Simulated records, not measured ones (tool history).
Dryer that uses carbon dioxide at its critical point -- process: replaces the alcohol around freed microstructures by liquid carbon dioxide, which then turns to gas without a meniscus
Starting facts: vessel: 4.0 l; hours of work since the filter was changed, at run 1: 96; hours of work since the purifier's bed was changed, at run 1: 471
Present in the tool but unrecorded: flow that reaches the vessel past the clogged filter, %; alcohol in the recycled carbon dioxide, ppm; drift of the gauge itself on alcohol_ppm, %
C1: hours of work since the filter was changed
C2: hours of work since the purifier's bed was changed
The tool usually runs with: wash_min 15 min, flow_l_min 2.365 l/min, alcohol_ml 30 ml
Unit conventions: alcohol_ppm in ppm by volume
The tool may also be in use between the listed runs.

run 1 day=0.000 | wash_min=15 flow_l_min=2.365 alcohol_ml=30 | C1=96 C2=471 | alcohol_ppm=110
run 2 day=1.071 | wash_min=15 flow_l_min=2.365 alcohol_ml=30 | C1=109 C2=483 | alcohol_ppm=89
run 3 day=1.821 | wash_min=15 flow_l_min=2.365 alcohol_ml=30 | C1=118 C2=492 | alcohol_ppm=86
run 4 day=3.104 | wash_min=15 flow_l_min=2.365 alcohol_ml=30 | C1=133 C2=507 | alcohol_ppm=107
run 5 day=4.375 | wash_min=24 flow_l_min=2.365 alcohol_ml=30 | C1=147 C2=522 | alcohol_ppm=95
run 6 day=5.479 | wash_min=24 flow_l_min=2.365 alcohol_ml=30 | C1=160 C2=535 | alcohol_ppm=96
run 7 day=6.338 | wash_min=24 flow_l_min=2.365 alcohol_ml=30 | C1=170 C2=545 | alcohol_ppm=99
run 8 day=7.096 | wash_min=15 flow_l_min=2.365 alcohol_ml=30 | C1=179 C2=554 | alcohol_ppm=115
-- day=7.408 inlet filter changed
run 9 day=7.796 | wash_min=15 flow_l_min=2.365 alcohol_ml=69 | C1=5 C2=561 | alcohol_ppm=109
run 10 day=9.050 | wash_min=15 flow_l_min=3.010 alcohol_ml=69 | C1=19 C2=576 | alcohol_ppm=105
run 11 day=9.917 | wash_min=15 flow_l_min=3.010 alcohol_ml=69 | C1=29 C2=586 | alcohol_ppm=100
run 12 day=11.046 | wash_min=15 flow_l_min=3.010 alcohol_ml=69 | C1=42 C2=599 | alcohol_ppm=117
run 13 day=12.392 | wash_min=13 flow_l_min=2.365 alcohol_ml=30 | C1=58 C2=615 | alcohol_ppm=116
run 14 day=13.658 | wash_min=13 flow_l_min=2.365 alcohol_ml=30 | C1=73 C2=630 | alcohol_ppm=128
run 15 day=15.104 | wash_min=13 flow_l_min=2.365 alcohol_ml=60 | C1=90 C2=647 | alcohol_ppm=141
run 16 day=16.558 | wash_min=15 flow_l_min=2.365 alcohol_ml=30 | C1=107 C2=664 | alcohol_ppm=122
run 17 day=17.479 | wash_min=15 flow_l_min=2.365 alcohol_ml=30 | C1=118 C2=674 | alcohol_ppm=129
run 18 day=18.483 | wash_min=15 flow_l_min=2.365 alcohol_ml=30 | C1=129 C2=686 | alcohol_ppm=120
run 19 day=19.221 | wash_min=15 flow_l_min=2.365 alcohol_ml=30 | C1=138 C2=695 | alcohol_ppm=137
run 20 day=20.138 | wash_min=15 flow_l_min=2.365 alcohol_ml=30 | C1=149 C2=705 | alcohol_ppm=136
run 21 day=21.050 | wash_min=21 flow_l_min=2.365 alcohol_ml=30 | C1=159 C2=716 | alcohol_ppm=128
run 22 day=22.046 | wash_min=16 flow_l_min=2.365 alcohol_ml=30 | C1=171 C2=728 | alcohol_ppm=139
-- day=23.092 inlet filter changed
run 23 day=23.338 | wash_min=16 flow_l_min=2.365 alcohol_ml=30 | C1=3 C2=742 | alcohol_ppm=134
run 24 day=24.138 | wash_min=16 flow_l_min=2.260 alcohol_ml=30 | C1=12 C2=752 | alcohol_ppm=135
run 25 day=25.233 | wash_min=21 flow_l_min=1.820 alcohol_ml=106 | C1=25 C2=764 | alcohol_ppm=135
run 26 day=26.421 | wash_min=19 flow_l_min=1.810 alcohol_ml=77 | C1=39 C2=778 | alcohol_ppm=149
run 27 day=27.446 | wash_min=17 flow_l_min=2.365 alcohol_ml=30 | C1=51 C2=790 | alcohol_ppm=138
run 28 day=28.846 | wash_min=10 flow_l_min=3.000 alcohol_ml=30 | C1=67 C2=807 | alcohol_ppm=160
run 29 day=30.288 | wash_min=16 flow_l_min=2.365 alcohol_ml=71 | C1=84 C2=823 | alcohol_ppm=159
run 30 day=31.604 | wash_min=15 flow_l_min=2.365 alcohol_ml=62 | C1=99 C2=839 | alcohol_ppm=167
run 31 day=32.946 | wash_min=15 flow_l_min=2.365 alcohol_ml=62 | C1=115 C2=854 | alcohol_ppm=165
run 32 day=33.850 | wash_min=15 flow_l_min=2.365 alcohol_ml=62 | C1=126 C2=865 | alcohol_ppm=180
run 33 day=34.904 | wash_min=15 flow_l_min=2.365 alcohol_ml=62 | C1=138 C2=877 | alcohol_ppm=176
run 34 day=35.967 | wash_min=15 flow_l_min=2.365 alcohol_ml=62 | C1=150 C2=890 | alcohol_ppm=171
run 35 day=36.871 | wash_min=15 flow_l_min=2.365 alcohol_ml=62 | C1=161 C2=900 | alcohol_ppm=172
run 36 day=37.500 | wash_min=13 flow_l_min=2.365 alcohol_ml=85 | C1=168 C2=908 | alcohol_ppm=205
-- day=38.746 inlet filter changed
run 37 day=39.054 | wash_min=13 flow_l_min=1.600 alcohol_ml=62 | C1=4 C2=925 | alcohol_ppm=338
run 38 day=40.021 | wash_min=13 flow_l_min=1.600 alcohol_ml=62 | C1=15 C2=937 | alcohol_ppm=344
run 39 day=40.667 | wash_min=13 flow_l_min=1.530 alcohol_ml=76 | C1=22 C2=944 | alcohol_ppm=452
-- day=41.379 purifier's bed changed
run 40 day=42.138 | wash_min=11 flow_l_min=2.210 alcohol_ml=80 | C1=38 C2=9 | alcohol_ppm=105
run 41 day=43.583 | wash_min=10 flow_l_min=1.600 alcohol_ml=35 | C1=55 C2=26 | alcohol_ppm=321
run 42 day=44.675 | wash_min=10 flow_l_min=1.600 alcohol_ml=35 | C1=68 C2=38 | alcohol_ppm=326
run 43 day=45.946 | wash_min=15 flow_l_min=1.490 alcohol_ml=30 | C1=83 C2=53 | alcohol_ppm=87
run 44 day=47.021 | wash_min=11 flow_l_min=2.380 alcohol_ml=57 | C1=95 C2=66 | alcohol_ppm=78
run 45 day=48.512 | wash_min=12 flow_l_min=2.365 alcohol_ml=50 | C1=113 C2=83 | alcohol_ppm=53
run 46 day=49.762 | wash_min=11 flow_l_min=2.365 alcohol_ml=50 | C1=127 C2=98 | alcohol_ppm=86
run 47 day=51.212 | wash_min=11 flow_l_min=2.365 alcohol_ml=50 | C1=144 C2=115 | alcohol_ppm=91

For some of the steps in alcohol_ppm from one run to the next: how much would appear even if the tool had no hidden state, given the settings, what came in and random variation, and how much remains for the hidden state plus any gauge scatter that the measured result and the result without hidden state don't share?
Run 39 -> 40: wash_min 13 -> 11, flow_l_min 1.530 -> 2.210, alcohol_ml 76 -> 80, purifier's bed changed. alcohol_ppm -347 ppm by volume: hidden state -174, all else -173.
Run 40 -> 41: wash_min 11 -> 10, flow_l_min 2.210 -> 1.600, alcohol_ml 80 -> 35. alcohol_ppm +216 ppm by volume: hidden state +29, all else +187.
Run 42 -> 43: wash_min 10 -> 15, flow_l_min 1.600 -> 1.490, alcohol_ml 35 -> 30. alcohol_ppm -239 ppm by volume: hidden state -28, all else -211.

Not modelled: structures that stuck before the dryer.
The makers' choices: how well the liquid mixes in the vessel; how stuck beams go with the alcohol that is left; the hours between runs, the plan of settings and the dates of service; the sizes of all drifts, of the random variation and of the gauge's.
